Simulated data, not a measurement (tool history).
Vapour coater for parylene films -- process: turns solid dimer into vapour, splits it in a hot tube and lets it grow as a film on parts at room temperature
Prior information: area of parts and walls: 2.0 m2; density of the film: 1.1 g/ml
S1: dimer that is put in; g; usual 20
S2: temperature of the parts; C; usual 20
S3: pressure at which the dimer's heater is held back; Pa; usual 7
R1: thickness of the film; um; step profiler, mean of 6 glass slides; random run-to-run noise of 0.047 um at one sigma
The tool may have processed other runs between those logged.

Run 1, hour 0: usual settings. Result: R1 5.13 um.
Run 2, hour 18.8: usual settings. Result: R1 5.32 um.
Run 3, hour 34.2: usual settings. Result: R1 5.28 um.
Run 4, hour 57.2: usual settings. Result: R1 5.22 um.
Run 5, hour 82.7: usual settings. Result: R1 5.31 um.
Run 6, hour 98: usual settings. Result: R1 5.25 um.
Run 7, hour 123.5: usual settings. Result: R1 5.28 um.
Run 8, hour 150.3: usual settings but S3 8.77 Pa. Result: R1 5.12 um.
Run 9, hour 163.1: usual settings but S3 8.77 Pa. Result: R1 5.18 um.
Run 10, hour 181.7: usual settings but S2 32 C. Result: R1 3.2 um.
Run 11, hour 196: usual settings but S2 32 C. Result: R1 3.21 um.
Run 12, hour 225: usual settings but S2 32 C. Result: R1 3.16 um.
Run 13, hour 248.7: usual settings but S2 32 C. Result: R1 3.19 um.
Run 14, hour 263.3: usual settings but S1 8 g, S2 21 C, S3 4.28 Pa. Result: R1 2.14 um.
Run 15, hour 282.1: usual settings but S1 8 g, S2 21 C, S3 4.28 Pa. Result: R1 2.14 um.
Run 16, hour 294.1: usual settings but S1 14 g, S2 14 C, S3 2.57 Pa. Result: R1 5.39 um.
Run 17, hour 323.2: usual settings but S1 31 g. Result: R1 8.16 um.
Run 18, hour 339.6: usual settings but S1 33 g, S2 17 C. Result: R1 9.98 um.
Run 19, hour 363.4: usual settings but S1 15 g, S2 15 C, S3 3.73 Pa. Result: R1 5.29 um.
Run 20, hour 380.4: usual settings but S1 10 g, S2 15 C, S3 3.69 Pa. Result: R1 3.48 um.
Run 21, hour 402.8: usual settings but S1 34 g, S3 10.77 Pa. Result: R1 8.45 um.
Run 22, hour 424.4: usual settings but S1 16 g, S2 27 C. Result: R1 3.12 um.
Run 23, hour 439.7: usual settings but S1 16 g, S2 27 C. Result: R1 3.11 um.

Each run again, without the hidden state but with its own random variation kept:
Hidden conditions of the tool in this case: vapour lost through the trap's worn valve, %; true temperature of the parts over the reading, C; drift of the gauge itself on film_um, %.
run     R1
  1   5.15
  2   5.35
  3   5.31
  4   5.24
  5   5.34
  6   5.27
  7   5.31
  8   5.15
  9   5.21
 10   3.22
 11   3.23
 12   3.18
 13   3.21
 14   2.15
 15   2.16
 16   5.43
 17   8.21
 18  10.05
 19   5.33
 20    3.5
 21   8.51
 22   3.14
 23   3.14

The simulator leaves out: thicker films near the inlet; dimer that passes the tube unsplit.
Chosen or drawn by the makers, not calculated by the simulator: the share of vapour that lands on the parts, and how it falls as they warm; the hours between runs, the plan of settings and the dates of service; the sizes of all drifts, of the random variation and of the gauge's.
